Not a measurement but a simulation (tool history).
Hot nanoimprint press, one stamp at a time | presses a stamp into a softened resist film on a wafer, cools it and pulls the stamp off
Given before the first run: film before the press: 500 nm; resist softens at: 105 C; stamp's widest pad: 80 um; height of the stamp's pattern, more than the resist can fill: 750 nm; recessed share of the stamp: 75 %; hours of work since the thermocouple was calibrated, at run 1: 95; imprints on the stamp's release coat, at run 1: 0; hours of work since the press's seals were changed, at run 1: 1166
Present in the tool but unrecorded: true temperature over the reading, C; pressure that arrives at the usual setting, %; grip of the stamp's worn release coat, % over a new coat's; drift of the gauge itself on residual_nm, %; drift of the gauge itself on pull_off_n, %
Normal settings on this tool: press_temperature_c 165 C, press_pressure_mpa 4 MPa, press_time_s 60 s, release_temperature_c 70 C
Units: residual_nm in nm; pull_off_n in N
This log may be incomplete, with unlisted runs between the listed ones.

run,hour,press_temperature_c,press_pressure_mpa,press_time_s,release_temperature_c,hours of work since the thermocouple was calibrated,imprints on the stamp's release coat,hours of work since the press's seals were changed,residual_nm,pull_off_n
1,0,165,4,60,70,95,0,1166,199.9,127
2,82.8,165,4,60,70,156,211,1228,196.6,135
3,129.2,165,4,60,70,191,328,1262,198.1,142
# hour 166.4: press's hydraulic seals changed and the load cell set to zero
4,183,165,4,60,70,225,445,12,187.6,144
5,250.2,165,4,60,70,275,615,62,189.2,151
6,338,165,4,60,70,340,838,127,185,155
# hour 383.1: stamp cleaned and given a new release coat
7,406.9,165,4,60,70,387,60,174,185.2,133
8,449.3,165,4,60,70,418,168,206,182.7,128
9,547.2,154,4.33,60,72,491,417,278,301,146
# hour 644.4: plate thermocouple calibrated
10,644.4,170,6.33,60,70,0,656,348,120.3,160
11,695.5,173,4,39,69,38,786,386,160.3,163
# hour 762.5: stamp cleaned and given a new release coat
12,770.6,165,4.96,63,70,89,20,437,171.4,130
13,831.7,165,4.96,63,70,135,175,483,170.2,133
14,873.1,165,4.96,62,70,165,281,514,170.5,136
15,942.8,165,4.96,62,70,217,458,565,171.6,146

What if the next run were any one of these 4? Each begins from the tool's condition after run 15:
A,997.3,173,4.96,62,72,258,596,606,?,?
B,997.3,165,3.9,60,70,258,596,606,?,?
C,997.3,165,4,60,73,258,596,606,?,?
D,997.3,173,4.96,45,70,258,596,606,?,?

run,residual_nm,pull_off_n
A,114.7,146
B,194.1,149
C,194.2,150
D,127.4,148
Stripped of hidden state, with their random variation kept, the same runs would have yielded:
run,residual_nm,pull_off_n
A,119.1,124
B,202.6,127
C,202.6,128
D,132.3,126

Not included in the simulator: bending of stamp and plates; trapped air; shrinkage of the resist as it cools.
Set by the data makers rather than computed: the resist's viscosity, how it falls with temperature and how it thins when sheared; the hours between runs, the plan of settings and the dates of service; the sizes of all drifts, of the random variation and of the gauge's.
